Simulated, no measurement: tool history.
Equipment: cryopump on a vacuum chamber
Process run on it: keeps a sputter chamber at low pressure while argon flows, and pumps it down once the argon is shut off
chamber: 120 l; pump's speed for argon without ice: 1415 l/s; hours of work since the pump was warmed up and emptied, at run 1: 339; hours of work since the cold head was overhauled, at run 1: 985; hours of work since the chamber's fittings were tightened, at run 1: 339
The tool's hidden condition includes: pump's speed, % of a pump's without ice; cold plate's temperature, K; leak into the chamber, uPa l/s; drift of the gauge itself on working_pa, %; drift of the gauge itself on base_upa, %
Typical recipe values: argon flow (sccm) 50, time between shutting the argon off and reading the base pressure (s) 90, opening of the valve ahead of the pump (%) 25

run	day	argon flow (sccm)	time between shutting the argon off and reading the base pressure (s)	opening of the valve ahead of the pump (%)	hours of work since the pump was warmed up and emptied	hours of work since the cold head was overhauled	hours of work since the chamber's fittings were tightened	pressure while argon flows (Pa)	pressure after the wait (uPa)
1	0	50	90	25	339	985	339	0.2488	1.64
2	2.15	50	90	25	381	1027	381	0.2496	1.63
3	3.662	50	90	25	410	1056	410	0.2496	1.73
4	5.438	50	90	25	445	1091	445	0.2516	1.74
5	7.821	50	90	25	491	1137	491	0.2511	1.74
6	9.154	50	90	25	517	1163	517	0.2527	1.83
7	10.471	50	90	25	543	1189	543	0.2549	1.8
# day 13.042: pump warmed up, emptied and cooled again
8	13.392	50	25	25	7	1242	596	0.2402	4.7
9	15.296	50	25	25	44	1279	633	0.2414	4.75
10	17.329	50	25	25	84	1319	673	0.2415	4.66
11	18.646	68	90	25	109	1345	699	0.3286	1.76
12	21.021	50	90	24	156	1391	745	0.2525	1.78
13	22.671	50	90	24	188	1423	777	0.2541	1.87
14	25.083	50	90	24	235	1470	824	0.2577	1.87
15	26.496	50	90	24	263	1498	852	0.2551	1.79
16	28.229	50	146	25	297	1532	886	0.2478	1.52
17	29.738	50	146	25	326	1561	915	0.2476	1.52
18	31.067	69	135	44	352	1587	941	0.2008	1.68
19	32.762	41	33	47	385	1620	974	0.1123	3.86
20	35.325	41	33	47	435	1670	1024	0.1142	4.06
21	37.917	21	27	52	486	1721	1075	0.0551	4.89
22	39.3	21	27	52	513	1748	1102	0.0544	4.94
23	40.758	21	27	52	541	1776	1130	0.0545	4.8
# day 43.4: pump warmed up, emptied and cooled again
24	43.492	50	192	25	2	1826	1180	0.2398	1.38
25	45.208	84	25	33	35	1859	1213	0.31	5.06
26	48.017	48	117	17	90	1914	1268	0.3413	1.85
27	49.946	48	117	17	128	1952	1306	0.3376	1.8
28	51.508	58	223	20	158	1982	1336	0.3528	1.46
29	54.054	58	223	20	208	2032	1386	0.3548	1.46
30	55.55	65	223	21	237	2061	1415	0.3756	1.59
31	57.012	37	223	21	266	2090	1444	0.2163	1.55
32	58.946	37	223	21	304	2127	1481	0.2186	1.57
33	60.408	40	264	54	332	2156	1510	0.096	1.6
34	63.196	40	264	54	387	2210	1564	0.0969	1.64

4 options for the next run, each taken on its own from the tool as it stands now. Forecast them:
A	64.638	49	264	55	415	2238	1593	?	?
B	64.638	21	46	41	415	2238	1593	?	?
C	64.638	58	90	25	415	2238	1593	?	?
D	64.638	60	192	27	415	2238	1593	?	?

run	pressure while argon flows (Pa)	pressure after the wait (uPa)
A	0.1172	1.68
B	0.0671	3.4
C	0.2915	2.4
D	0.2806	1.72
Without the tool's hidden state the same runs would have given:
run	pressure while argon flows (Pa)	pressure after the wait (uPa)
A	0.1058	0.61
B	0.0622	2.38
C	0.2779	1.36
D	0.2665	0.7

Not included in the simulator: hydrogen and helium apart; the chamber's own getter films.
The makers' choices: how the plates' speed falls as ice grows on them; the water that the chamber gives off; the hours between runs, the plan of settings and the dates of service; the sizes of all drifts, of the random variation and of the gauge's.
